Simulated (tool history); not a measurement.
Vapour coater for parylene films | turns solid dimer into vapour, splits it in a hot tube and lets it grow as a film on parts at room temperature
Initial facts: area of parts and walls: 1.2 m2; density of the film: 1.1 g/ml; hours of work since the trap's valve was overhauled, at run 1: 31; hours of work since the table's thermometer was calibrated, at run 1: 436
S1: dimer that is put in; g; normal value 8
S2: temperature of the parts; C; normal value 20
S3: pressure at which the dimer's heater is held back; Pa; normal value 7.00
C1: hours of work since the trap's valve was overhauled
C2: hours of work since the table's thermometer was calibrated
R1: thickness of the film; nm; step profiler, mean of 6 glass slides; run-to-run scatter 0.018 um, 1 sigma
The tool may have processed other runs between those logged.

| run | day | S1 | S2 | S3 | C1 | C2 | R1 |
|---|---|---|---|---|---|---|---|
| 1 | 0.000 | 8 | 20 | 7.00 | 31 | 436 | 2790 |
| 2 | 2.504 | 8 | 21 | 7.00 | 62 | 467 | 2710 |
| 3 | 4.012 | 8 | 21 | 7.00 | 81 | 486 | 2730 |
| 4 | 5.467 | 8 | 21 | 7.00 | 99 | 504 | 2720 |
| 5 | 7.696 | 8 | 28 | 7.00 | 127 | 532 | 2390 |
| 6 | 9.729 | 8 | 32 | 7.00 | 153 | 557 | 2190 |
| 7 | 11.417 | 8 | 32 | 7.00 | 174 | 578 | 2200 |
| 8 | 12.588 | 8 | 20 | 7.00 | 188 | 593 | 2740 |
| 9 | 14.954 | 8 | 20 | 7.00 | 218 | 623 | 2680 |
| 10 | 17.283 | 8 | 20 | 7.00 | 247 | 652 | 2720 |
| 11 | 19.042 | 3 | 20 | 7.00 | 269 | 674 | 1010 |
| 12 | 20.821 | 3 | 20 | 7.00 | 291 | 696 | 1020 |
| 13 | 22.788 | 7 | 20 | 7.00 | 316 | 720 | 2390 |
| 14 | 24.738 | 7 | 20 | 7.00 | 340 | 745 | 2350 |
| 15 | 26.612 | 8 | 20 | 7.00 | 364 | 768 | 2690 |
|  | 27.533 | trap's valve overhauled |
| 16 | 27.921 | 8 | 16 | 7.00 | 5 | 783 | 3040 |
| 17 | 29.238 | 8 | 16 | 7.00 | 21 | 799 | 2980 |
| 18 | 31.346 | 8 | 16 | 7.00 | 48 | 825 | 2970 |
| 19 | 32.933 | 8 | 20 | 7.00 | 67 | 845 | 2760 |
| 20 | 35.071 | 8 | 22 | 7.00 | 94 | 872 | 2680 |
| 21 | 37.396 | 8 | 20 | 7.00 | 123 | 901 | 2740 |
| 22 | 38.758 | 8 | 20 | 7.00 | 140 | 918 | 2730 |
| 23 | 41.304 | 8 | 20 | 7.00 | 172 | 950 | 2730 |
| 24 | 43.388 | 8 | 23 | 7.00 | 198 | 976 | 2570 |
| 25 | 45.425 | 8 | 23 | 7.00 | 224 | 1001 | 2570 |
| 26 | 47.771 | 13 | 14 | 5.81 | 253 | 1031 | 5070 |
| 27 | 49.583 | 13 | 21 | 3.37 | 276 | 1053 | 4930 |
| 28 | 51.738 | 8 | 21 | 3.30 | 302 | 1080 | 3030 |
| 29 | 53.567 | 8 | 21 | 3.30 | 325 | 1103 | 3010 |
| 30 | 55.779 | 6 | 20 | 7.00 | 353 | 1131 | 1970 |
|  | 57.512 | trap's valve overhauled |
| 31 | 58.558 | 8 | 27 | 4.09 | 13 | 1163 | 2700 |
| 32 | 60.258 | 8 | 17 | 2.29 | 34 | 1184 | 3600 |
| 33 | 61.971 | 8 | 17 | 2.29 | 56 | 1206 | 3580 |
| 34 | 63.771 | 10 | 28 | 7.00 | 78 | 1228 | 2970 |
| 35 | 65.938 | 4 | 16 | 2.44 | 105 | 1255 | 1800 |
| 36 | 68.438 | 6 | 19 | 3.31 | 137 | 1287 | 2390 |
| 37 | 70.438 | 6 | 19 | 7.00 | 162 | 1312 | 2070 |
| 38 | 72.267 | 3 | 30 | 7.00 | 184 | 1334 | 840 |
| 39 | 74.796 | 4 | 30 | 7.00 | 216 | 1366 | 1110 |
| 40 | 77.212 | 4 | 26 | 5.44 | 246 | 1396 | 1260 |
| 41 | 78.288 | 4 | 26 | 5.44 | 260 | 1410 | 1250 |
| 42 | 80.646 | 6 | 18 | 7.48 | 289 | 1439 | 2060 |
| 43 | 81.804 | 6 | 18 | 7.48 | 304 | 1454 | 2030 |
| 44 | 83.879 | 6 | 17 | 2.19 | 329 | 1480 | 2610 |
| 45 | 85.296 | 3 | 15 | 8.19 | 347 | 1497 | 1050 |
|  | 87.400 | trap's valve overhauled |
| 46 | 87.608 | 7 | 17 | 4.48 | 3 | 1524 | 2790 |
|  | 89.512 | table's thermometer calibrated |
| 47 | 89.546 | 7 | 17 | 4.48 | 26 | 0 | 2810 |

Branching from run 47: 4 alternative next runs. What would each branch give?
| A | 91.642 | 7 | 17 | 11.07 | 52 | 27 | ? |
| B | 91.642 | 8 | 19 | 2.08 | 52 | 27 | ? |
| C | 91.642 | 4 | 17 | 7.10 | 52 | 27 | ? |
| D | 91.642 | 8 | 21 | 2.52 | 52 | 27 | ? |

| run | R1 |
|---|---|
| A | 2360 |
| B | 3540 |
| C | 1490 |
| D | 3280 |
Had the tool no hidden state, the same runs would have come out as:
| run | R1 |
|---|---|
| A | 2390 |
| B | 3580 |
| C | 1510 |
| D | 3320 |
